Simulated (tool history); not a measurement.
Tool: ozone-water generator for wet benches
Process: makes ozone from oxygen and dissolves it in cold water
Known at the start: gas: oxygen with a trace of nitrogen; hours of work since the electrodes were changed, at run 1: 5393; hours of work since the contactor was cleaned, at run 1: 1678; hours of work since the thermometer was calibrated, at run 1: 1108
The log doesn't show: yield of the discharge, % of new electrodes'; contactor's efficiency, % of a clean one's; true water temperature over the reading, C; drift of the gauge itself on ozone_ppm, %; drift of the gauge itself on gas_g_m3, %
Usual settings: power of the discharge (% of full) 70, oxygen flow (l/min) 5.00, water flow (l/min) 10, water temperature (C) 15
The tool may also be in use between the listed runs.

run	day	power of the discharge (% of full)	oxygen flow (l/min)	water flow (l/min)	water temperature (C)	hours of work since the electrodes were changed	hours of work since the contactor was cleaned	hours of work since the thermometer was calibrated	dissolved ozone (ppm)	ozone in the gas ahead of the water (g/m3)
1	0.000	70	5.00	10	15	5393	1678	1108	27.6	171.8
2	8.538	70	5.00	10	15	5548	1834	1263	27.5	169.8
3	17.417	70	5.00	10	15	5709	1995	1424	27.7	172.8
4	23.858	70	5.00	10	15	5826	2112	1541	27.6	171.4
5	28.412	70	2.82	10	15	5909	2194	1624	28.7	235.9
6	33.429	70	2.82	7	15	6000	2286	1715	36.1	235.8
7	43.104	70	2.82	7	15	6176	2461	1891	36.3	235.8
8	49.925	70	5.00	9	15	6299	2585	2014	29.4	173.5
9	57.458	70	5.00	9	15	6436	2722	2151	28.9	172.5
10	63.267	70	5.00	9	15	6542	2827	2257	29.2	174.1
11	70.650	70	5.00	10	15	6676	2961	2391	27.6	172.5
12	76.467	70	5.00	10	15	6781	3067	2496	27.3	173.8
13	81.062	70	5.00	10	15	6865	3151	2580	27.6	172.5
14	86.875	67	5.00	10	15	6970	3256	2685	27.3	168.9
15	90.942	70	5.00	10	15	7044	3330	2759	27.6	172.4
16	98.100	70	5.00	10	15	7174	3460	2889	27.5	170.4
17	105.704	70	5.00	10	15	7312	3598	3027	27.9	174.3
18	111.929	43	2.86	16	7	7425	3711	3140	16.3	176.8

The next listed run, before its measurement:
19	121.104	64	5.25	9	20	7592	3878	3307	?	?

{"run 19": {"dissolved ozone (ppm)": 24.8, "ozone in the gas ahead of the water (g/m3)": 160.9}}
Without the tool's hidden state the same run would have given dissolved ozone (ppm) 24.8, ozone in the gas ahead of the water (g/m3) 159.1.
